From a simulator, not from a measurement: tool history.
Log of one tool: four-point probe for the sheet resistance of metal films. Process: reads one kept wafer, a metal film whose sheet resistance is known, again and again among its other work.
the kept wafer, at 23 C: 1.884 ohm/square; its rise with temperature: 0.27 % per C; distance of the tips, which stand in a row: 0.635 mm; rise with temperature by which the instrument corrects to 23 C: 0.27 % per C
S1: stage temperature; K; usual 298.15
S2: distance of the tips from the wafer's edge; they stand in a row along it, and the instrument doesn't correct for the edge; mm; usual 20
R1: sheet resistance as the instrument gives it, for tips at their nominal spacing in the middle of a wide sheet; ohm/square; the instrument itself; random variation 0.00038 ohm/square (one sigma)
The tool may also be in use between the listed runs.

{"run": 1, "day": 0.0, "S1": 298.15, "S2": 20, "R1": 1.879835}
{"run": 2, "day": 4.304, "S1": 298.15, "S2": 20, "R1": 1.879781}
{"run": 3, "day": 9.35, "S1": 298.15, "S2": 21, "R1": 1.878977}
{"day": 10.442, "done": "stage's thermometer calibrated"}
{"day": 12.838, "done": "new probe head fitted"}
{"run": 4, "day": 14.442, "S1": 298.15, "S2": 42, "R1": 1.872131}
{"run": 5, "day": 18.496, "S1": 298.15, "S2": 33, "R1": 1.872799}
{"run": 6, "day": 23.112, "S1": 300.15, "S2": 20, "R1": 1.872564}
{"run": 7, "day": 25.454, "S1": 300.15, "S2": 16, "R1": 1.8731}

Run 8 comes next. What will it give?
{"run": 8, "day": 28.275, "S1": 298.15, "S2": 18, "R1": "?"}

{"run 8": {"R1": 1.872317}}
Without the tool's hidden state the same run would have given R1 1.884846 ohm/square.

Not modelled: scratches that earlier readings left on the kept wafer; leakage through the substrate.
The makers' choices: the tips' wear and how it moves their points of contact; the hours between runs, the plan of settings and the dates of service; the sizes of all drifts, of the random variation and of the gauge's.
